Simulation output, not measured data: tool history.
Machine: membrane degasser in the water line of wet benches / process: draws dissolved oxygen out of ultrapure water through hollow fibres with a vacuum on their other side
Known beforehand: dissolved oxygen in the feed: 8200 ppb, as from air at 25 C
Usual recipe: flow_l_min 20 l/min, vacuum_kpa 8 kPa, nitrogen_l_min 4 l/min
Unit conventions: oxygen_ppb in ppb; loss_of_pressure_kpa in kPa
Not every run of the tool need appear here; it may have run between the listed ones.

run      day  flow_l_min  vacuum_kpa  nitrogen_l_min  oxygen_ppb  loss_of_pressure_kpa
  1        0          20           8               4        72.5                  64.4
  2    8.421          20           8               4        72.5                 64.31
  3   16.329          20           8               4        73.4                 64.36
  4   24.517          20           8               4        74.4                 64.72
  5   29.188          20           8               4        72.4                 64.36
  6   33.767          20           8               4        73.3                  64.4
  7   40.267          20           8               4        72.6                 64.88
  8   45.796          20           8               4        72.8                 65.07
  9   53.929          20           8               4        72.2                 64.78
 10   58.225          21           8               4        79.5                 68.67
 11   64.112          21           8               4        78.8                 68.19
 12   71.496          21           8            2.34       119.6                 68.16
 13   77.596          28           8               4       134.1                 90.88
 14   84.458          20           8               4        72.5                 64.88
 15   91.604          20           8               4        72.8                    65
 16    97.45          20           8               4        74.2                 65.79
 17  101.508          24       16.63               4       221.4                  78.7
 18  109.533          24       16.63               4       218.3                 78.57
 19  113.771          14       12.35               4        80.2                 45.62
 20  119.458          14       12.35               4          81                 45.71
 21  124.233          23       14.12               4       174.8                 74.98
 22  132.033          18           8            1.75       124.3                 58.99
 23  137.104          18           8            1.75       125.3                 59.18
 24  141.092          18           8            1.75       126.1                 59.25
     146.004  -- seals of the vacuum lines changed
 25  148.667          18           8            1.75       124.4                 59.12
 26    153.8          18       15.68            2.62       209.8                 59.26
 27    159.4          18       15.68            2.62       212.7                 59.37
 28  167.596          18       15.68            2.75         204                 59.66
 29  175.038          25        8.78               4         119                 82.45
 30  181.317          25        8.78               4       118.9                  82.6
 31  186.321          25        8.78               4       117.8                 82.96
     192.375  -- gauge calibrated
 32  194.492          25        5.45            2.22        94.4                 80.86

Some steps in loss_of_pressure_kpa between neighbouring runs. How much of each would the tool show without its hidden state too (settings, what came in, random variation), and how much is left for the hidden state, with any gauge scatter that isn't in both results?
Unlogged tool condition in this case: membrane still open, %; true pressure behind the membrane over the reading, kPa; air that leaks in behind the membrane, l/min; drift of the gauge itself on oxygen_ppb, %; drift of the gauge itself on loss_of_pressure_kpa, %.
Run 13 -> 14: flow_l_min 28 -> 20. loss_of_pressure_kpa -26 kPa: hidden state -0.24, all else -25.76.
Run 18 -> 19: flow_l_min 24 -> 14, vacuum_kpa 16.63 -> 12.35. loss_of_pressure_kpa -32.95 kPa: hidden state -0.51, all else -32.44.
Run 20 -> 21: flow_l_min 14 -> 23, vacuum_kpa 12.35 -> 14.12. loss_of_pressure_kpa +29.27 kPa: hidden state +0.58, all else +28.69.
Run 28 -> 29: flow_l_min 18 -> 25, vacuum_kpa 15.68 -> 8.78, nitrogen_l_min 2.75 -> 4. loss_of_pressure_kpa +22.79 kPa: hidden state +0.65, all else +22.14.
Run 31 -> 32: vacuum_kpa 8.78 -> 5.45, nitrogen_l_min 4 -> 2.22, gauge calibrated. loss_of_pressure_kpa -2.1 kPa: hidden state -2.22, all else +0.12.
